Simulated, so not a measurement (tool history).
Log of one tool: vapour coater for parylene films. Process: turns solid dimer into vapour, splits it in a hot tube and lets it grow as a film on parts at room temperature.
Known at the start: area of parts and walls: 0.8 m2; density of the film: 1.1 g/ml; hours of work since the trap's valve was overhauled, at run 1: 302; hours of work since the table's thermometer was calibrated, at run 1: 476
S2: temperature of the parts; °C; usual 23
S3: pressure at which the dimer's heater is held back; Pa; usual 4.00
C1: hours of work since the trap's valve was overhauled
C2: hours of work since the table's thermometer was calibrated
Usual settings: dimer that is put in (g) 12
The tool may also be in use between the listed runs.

Run 1, hour 0.0: usual settings; C1 302; C2 476. Result: thickness of the film (µm) 9.66.
Run 2, hour 35.5: usual settings; C1 330; C2 504. Result: thickness of the film (µm) 9.72.
Run 3, hour 65.1: usual settings; C1 353; C2 527. Result: thickness of the film (µm) 9.53.
Run 4, hour 103.4: usual settings; C1 383; C2 557. Result: thickness of the film (µm) 9.48.
Run 5, hour 145.4: usual settings; C1 416; C2 590. Result: thickness of the film (µm) 9.57.
Run 6, hour 182.5: usual settings but S3 11.82 Pa; C1 445; C2 619. Result: thickness of the film (µm) 8.44.
Run 7, hour 214.7: usual settings but dimer that is put in (g) 7; C1 470; C2 644. Result: thickness of the film (µm) 5.41.
Run 8, hour 247.5: usual settings but dimer that is put in (g) 18; C1 496; C2 670. Result: thickness of the film (µm) 14.06.
Run 9, hour 284.4: usual settings but dimer that is put in (g) 18, S3 2.29 Pa; C1 525; C2 699. Result: thickness of the film (µm) 14.76.
Run 10, hour 321.5: usual settings but dimer that is put in (g) 18, S3 2.29 Pa; C1 554; C2 728. Result: thickness of the film (µm) 14.53.
Run 11, hour 360.4: usual settings but dimer that is put in (g) 7; C1 585; C2 759. Result: thickness of the film (µm) 5.43.
Run 12, hour 404.3: usual settings but dimer that is put in (g) 9, S2 29 °C, S3 6.81 Pa; C1 619; C2 793. Result: thickness of the film (µm) 5.18.
Run 13, hour 428.2: usual settings but dimer that is put in (g) 9, S2 29 °C, S3 6.81 Pa; C1 638; C2 812. Result: thickness of the film (µm) 5.19.
At hour 449.8: trap's valve overhauled.
Run 14, hour 468.0: usual settings but dimer that is put in (g) 16, S2 29 °C, S3 8.91 Pa; C1 14; C2 840. Result: thickness of the film (µm) 10.36.
Run 15, hour 494.4: usual settings but S3 2.25 Pa; C1 35; C2 861. Result: thickness of the film (µm) 11.16.
Run 16, hour 522.0: usual settings but S3 2.25 Pa; C1 57; C2 882. Result: thickness of the film (µm) 11.11.
Run 17, hour 545.3: usual settings but dimer that is put in (g) 21; C1 75; C2 900. Result: thickness of the film (µm) 18.34.
Run 18, hour 567.7: usual settings but S2 16 °C, S3 4.22 Pa; C1 92; C2 918. Result: thickness of the film (µm) 13.02.
Run 19, hour 609.2: usual settings but dimer that is put in (g) 14, S2 20 °C, S3 2.63 Pa; C1 125; C2 951. Result: thickness of the film (µm) 14.02.
Run 20, hour 632.7: usual settings but dimer that is put in (g) 14, S2 33 °C, S3 2.05 Pa; C1 143; C2 969. Result: thickness of the film (µm) 8.86.
Run 21, hour 668.7: usual settings but dimer that is put in (g) 14, S2 33 °C, S3 2.05 Pa; C1 172; C2 997. Result: thickness of the film (µm) 8.70.

The same runs without the tool's hidden state, with the same run-to-run variation:
The hidden state here: vapour lost through the trap's worn valve, %; true temperature of the parts over the reading, C; drift of the gauge itself on film_um, %.
run  thickness of the film (µm)
  1                       10.21
  2                       10.33
  3                       10.18
  4                       10.20
  5                       10.35
  6                        9.19
  7                        5.93
  8                       15.48
  9                       16.34
 10                       16.19
 11                        6.09
 12                        5.85
 13                        5.88
 14                       10.11
 15                       10.93
 16                       10.93
 17                       18.09
 18                       13.34
 19                       13.97
 20                        8.85
 21                        8.74
